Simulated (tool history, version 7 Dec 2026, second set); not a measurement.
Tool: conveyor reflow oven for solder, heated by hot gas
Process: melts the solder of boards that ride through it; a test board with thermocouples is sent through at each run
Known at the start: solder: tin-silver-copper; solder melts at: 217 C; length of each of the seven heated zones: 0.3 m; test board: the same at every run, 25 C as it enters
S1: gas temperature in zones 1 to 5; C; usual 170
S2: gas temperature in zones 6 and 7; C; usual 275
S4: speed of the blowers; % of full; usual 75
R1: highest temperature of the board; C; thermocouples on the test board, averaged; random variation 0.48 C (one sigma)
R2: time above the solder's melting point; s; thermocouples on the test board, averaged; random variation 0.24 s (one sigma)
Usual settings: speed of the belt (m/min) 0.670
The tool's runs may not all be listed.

Run 1, hour 0.0: usual settings. Result: R1 257.8 C, R2 43.2 s.
Run 2, hour 45.9: usual settings. Result: R1 257.6 C, R2 43.6 s.
At hour 66.1: belt drive overhauled, speed set with a stopwatch.
Run 3, hour 104.3: usual settings but S4 78 % of full. Result: R1 257.2 C, R2 41.2 s.
Run 4, hour 146.2: usual settings. Result: R1 256.0 C, R2 39.9 s.
Run 5, hour 169.4: usual settings. Result: R1 255.7 C, R2 40.7 s.
Run 6, hour 205.3: usual settings. Result: R1 255.5 C, R2 40.3 s.
Run 7, hour 239.4: usual settings but speed of the belt (m/min) 0.734, S4 73 % of full. Result: R1 251.2 C, R2 34.1 s.
Run 8, hour 281.2: usual settings but speed of the belt (m/min) 0.734, S4 73 % of full. Result: R1 250.8 C, R2 33.9 s.
Run 9, hour 317.0: usual settings but S1 173 C, S2 284 C, speed of the belt (m/min) 0.740, S4 73 % of full. Result: R1 258.4 C, R2 37.7 s.
Run 10, hour 374.4: usual settings but S1 168 C, speed of the belt (m/min) 0.659. Result: R1 253.9 C, R2 40.2 s.
At hour 434.5: flux residue cleaned out of gas plates and filters.
Run 11, hour 434.5: usual settings but S1 165 C, S2 277 C, speed of the belt (m/min) 0.572, S4 59 % of full. Result: R1 256.5 C, R2 47.3 s.
Run 12, hour 467.2: usual settings but S1 165 C, S2 277 C, speed of the belt (m/min) 0.572, S4 59 % of full. Result: R1 257.3 C, R2 47.2 s.

Forecast each of these 4 alternatives for the next run:
Run A, hour 519.4: usual settings but S1 165 C, S2 270 C, speed of the belt (m/min) 0.775, S4 83 % of full. Result: R1 ?, R2 ?.
Run B, hour 519.4: usual settings but S4 66 % of full. Result: R1 ?, R2 ?.
Run C, hour 519.4: usual settings but S1 165 C, S2 278 C, speed of the belt (m/min) 0.740, S4 59 % of full. Result: R1 ?, R2 ?.
Run D, hour 519.4: usual settings but S1 178 C, S2 280 C, speed of the belt (m/min) 0.665. Result: R1 ?, R2 ?.

run     R1    R2
  A  248.0  30.3
  B  252.7  39.1
  C  246.3  30.5
  D  261.1  45.9
Without the tool's hidden state the same runs would have given:
run     R1    R2
  A  249.7  30.9
  B  254.2  39.6
  C  247.7  31.1
  D  262.7  46.1

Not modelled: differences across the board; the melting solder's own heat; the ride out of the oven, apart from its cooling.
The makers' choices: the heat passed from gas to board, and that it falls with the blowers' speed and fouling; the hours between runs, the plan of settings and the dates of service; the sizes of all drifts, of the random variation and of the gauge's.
